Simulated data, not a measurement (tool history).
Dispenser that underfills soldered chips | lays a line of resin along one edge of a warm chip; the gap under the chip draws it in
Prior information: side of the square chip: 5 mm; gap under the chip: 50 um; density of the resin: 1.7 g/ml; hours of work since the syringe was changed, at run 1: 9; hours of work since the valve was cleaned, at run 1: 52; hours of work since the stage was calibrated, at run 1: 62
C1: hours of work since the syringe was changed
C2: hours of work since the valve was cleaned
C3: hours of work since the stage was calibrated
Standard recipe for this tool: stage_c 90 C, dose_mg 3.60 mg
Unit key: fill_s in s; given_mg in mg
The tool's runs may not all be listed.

{"run": 1, "hour": 0.0, "stage_c": 90, "dose_mg": 3.6, "C1": 9, "C2": 52, "C3": 62, "fill_s": 30.3, "given_mg": 3.42}
{"hour": 3.8, "done": "new syringe of resin"}
{"run": 2, "hour": 5.9, "stage_c": 90, "dose_mg": 3.6, "C1": 1, "C2": 56, "C3": 66, "fill_s": 16.9, "given_mg": 3.5}
{"run": 3, "hour": 10.8, "stage_c": 75, "dose_mg": 3.6, "C1": 5, "C2": 59, "C3": 69, "fill_s": 39.4, "given_mg": 3.49}
{"run": 4, "hour": 17.1, "stage_c": 89, "dose_mg": 3.6, "C1": 9, "C2": 64, "C3": 73, "fill_s": 30.8, "given_mg": 3.49}
{"hour": 20.5, "done": "new syringe of resin"}
{"run": 5, "hour": 23.2, "stage_c": 89, "dose_mg": 3.51, "C1": 2, "C2": 68, "C3": 78, "fill_s": 17.7, "given_mg": 3.37}
{"run": 6, "hour": 26.7, "stage_c": 77, "dose_mg": 3.6, "C1": 4, "C2": 70, "C3": 80, "fill_s": 34.2, "given_mg": 3.45}
{"run": 7, "hour": 32.5, "stage_c": 90, "dose_mg": 4.52, "C1": 8, "C2": 75, "C3": 84, "fill_s": 27.7, "given_mg": 4.29}
{"hour": 37.2, "done": "new syringe of resin"}
{"run": 8, "hour": 39.2, "stage_c": 90, "dose_mg": 4.42, "C1": 1, "C2": 79, "C3": 89, "fill_s": 16.1, "given_mg": 4.19}
{"run": 9, "hour": 43.2, "stage_c": 90, "dose_mg": 3.95, "C1": 4, "C2": 82, "C3": 91, "fill_s": 20.6, "given_mg": 3.78}
{"run": 10, "hour": 50.2, "stage_c": 90, "dose_mg": 3.6, "C1": 9, "C2": 87, "C3": 96, "fill_s": 29.7, "given_mg": 3.39}
{"hour": 53.8, "done": "new syringe of resin"}
{"run": 11, "hour": 56.4, "stage_c": 90, "dose_mg": 3.6, "C1": 2, "C2": 91, "C3": 101, "fill_s": 17.7, "given_mg": 3.39}
{"hour": 60.6, "done": "dispensing valve cleaned and set on the balance"}
{"run": 12, "hour": 61.4, "stage_c": 90, "dose_mg": 3.6, "C1": 5, "C2": 1, "C3": 103, "fill_s": 21.2, "given_mg": 3.56}
{"run": 13, "hour": 67.9, "stage_c": 96, "dose_mg": 3.6, "C1": 9, "C2": 5, "C3": 108, "fill_s": 23.6, "given_mg": 3.55}
{"hour": 71.3, "done": "new syringe of resin"}
{"run": 14, "hour": 71.3, "stage_c": 82, "dose_mg": 3.6, "C1": 0, "C2": 7, "C3": 110, "fill_s": 20.7, "given_mg": 3.54}
{"run": 15, "hour": 77.5, "stage_c": 99, "dose_mg": 3.6, "C1": 4, "C2": 12, "C3": 115, "fill_s": 14.3, "given_mg": 3.63}
{"run": 16, "hour": 80.9, "stage_c": 99, "dose_mg": 3.6, "C1": 7, "C2": 14, "C3": 117, "fill_s": 17.8, "given_mg": 3.61}
{"run": 17, "hour": 85.7, "stage_c": 90, "dose_mg": 3.6, "C1": 10, "C2": 18, "C3": 120, "fill_s": 31.8, "given_mg": 3.55}
{"hour": 87.9, "done": "new syringe of resin"}
{"run": 18, "hour": 92.1, "stage_c": 90, "dose_mg": 3.12, "C1": 3, "C2": 22, "C3": 125, "fill_s": 19.5, "given_mg": 3.14}
{"run": 19, "hour": 97.5, "stage_c": 79, "dose_mg": 3.12, "C1": 7, "C2": 26, "C3": 128, "fill_s": 39.8, "given_mg": 3.09}
{"hour": 104.7, "done": "new syringe of resin"}
{"run": 20, "hour": 104.7, "stage_c": 80, "dose_mg": 3.59, "C1": 0, "C2": 31, "C3": 133, "fill_s": 23.1, "given_mg": 3.54}
{"run": 21, "hour": 108.3, "stage_c": 80, "dose_mg": 4.01, "C1": 3, "C2": 33, "C3": 136, "fill_s": 27.7, "given_mg": 3.96}
{"run": 22, "hour": 114.9, "stage_c": 88, "dose_mg": 3.27, "C1": 7, "C2": 38, "C3": 140, "fill_s": 29.0, "given_mg": 3.23}
{"hour": 121.4, "done": "new syringe of resin"}
{"run": 23, "hour": 121.4, "stage_c": 88, "dose_mg": 4.17, "C1": 0, "C2": 42, "C3": 145, "fill_s": 16.2, "given_mg": 4.07}
{"run": 24, "hour": 126.7, "stage_c": 96, "dose_mg": 4.1, "C1": 4, "C2": 46, "C3": 149, "fill_s": 15.5, "given_mg": 4.01}
{"run": 25, "hour": 131.7, "stage_c": 96, "dose_mg": 4.68, "C1": 7, "C2": 49, "C3": 152, "fill_s": 20.9, "given_mg": 4.51}
{"run": 26, "hour": 136.5, "stage_c": 88, "dose_mg": 3.9, "C1": 11, "C2": 53, "C3": 156, "fill_s": 36.1, "given_mg": 3.79}
{"hour": 138.0, "done": "new syringe of resin"}
{"run": 27, "hour": 142.9, "stage_c": 90, "dose_mg": 3.25, "C1": 3, "C2": 57, "C3": 160, "fill_s": 20.2, "given_mg": 3.12}
{"run": 28, "hour": 146.9, "stage_c": 90, "dose_mg": 3.25, "C1": 6, "C2": 60, "C3": 163, "fill_s": 25.7, "given_mg": 3.18}
{"run": 29, "hour": 151.7, "stage_c": 75, "dose_mg": 3.86, "C1": 10, "C2": 63, "C3": 166, "fill_s": 59.1, "given_mg": 3.77}
{"hour": 154.8, "done": "new syringe of resin"}
{"run": 30, "hour": 155.1, "stage_c": 87, "dose_mg": 3.57, "C1": 0, "C2": 65, "C3": 168, "fill_s": 17.3, "given_mg": 3.39}
{"run": 31, "hour": 159.2, "stage_c": 95, "dose_mg": 4.31, "C1": 3, "C2": 68, "C3": 171, "fill_s": 15.4, "given_mg": 4.16}
{"run": 32, "hour": 164.6, "stage_c": 95, "dose_mg": 4.31, "C1": 7, "C2": 72, "C3": 175, "fill_s": 21.3, "given_mg": 4.08}
{"run": 33, "hour": 168.9, "stage_c": 95, "dose_mg": 3.68, "C1": 10, "C2": 75, "C3": 178, "fill_s": 25.5, "given_mg": 3.54}
{"hour": 171.6, "done": "new syringe of resin"}
{"run": 34, "hour": 175.9, "stage_c": 83, "dose_mg": 3.91, "C1": 3, "C2": 80, "C3": 183, "fill_s": 25.1, "given_mg": 3.69}
{"run": 35, "hour": 178.9, "stage_c": 78, "dose_mg": 3.72, "C1": 5, "C2": 82, "C3": 185, "fill_s": 35.8, "given_mg": 3.58}
{"run": 36, "hour": 182.4, "stage_c": 95, "dose_mg": 3.72, "C1": 8, "C2": 84, "C3": 187, "fill_s": 22.7, "given_mg": 3.5}
{"hour": 188.4, "done": "new syringe of resin"}
{"run": 37, "hour": 189.2, "stage_c": 95, "dose_mg": 3.72, "C1": 1, "C2": 89, "C3": 192, "fill_s": 12.8, "given_mg": 3.53}

What if the next run were any one of these 3? Each begins from the tool's condition after run 37:
{"run": "A", "hour": 193.0, "stage_c": 98, "dose_mg": 3.6, "C1": 3, "C2": 92, "C3": 195, "fill_s": "?", "given_mg": "?"}
{"run": "B", "hour": 193.0, "stage_c": 77, "dose_mg": 3.6, "C1": 3, "C2": 92, "C3": 195, "fill_s": "?", "given_mg": "?"}
{"run": "C", "hour": 193.0, "stage_c": 85, "dose_mg": 3.78, "C1": 3, "C2": 92, "C3": 195, "fill_s": "?", "given_mg": "?"}

run=A fill_s=14.6 given_mg=3.39
run=B fill_s=33.1 given_mg=3.39
run=C fill_s=23.9 given_mg=3.57
Stripped of hidden state, with their random variation kept, the same runs would have yielded:
run=A fill_s=11.3 given_mg=3.59
run=B fill_s=25.2 given_mg=3.59
run=C fill_s=18.2 given_mg=3.78
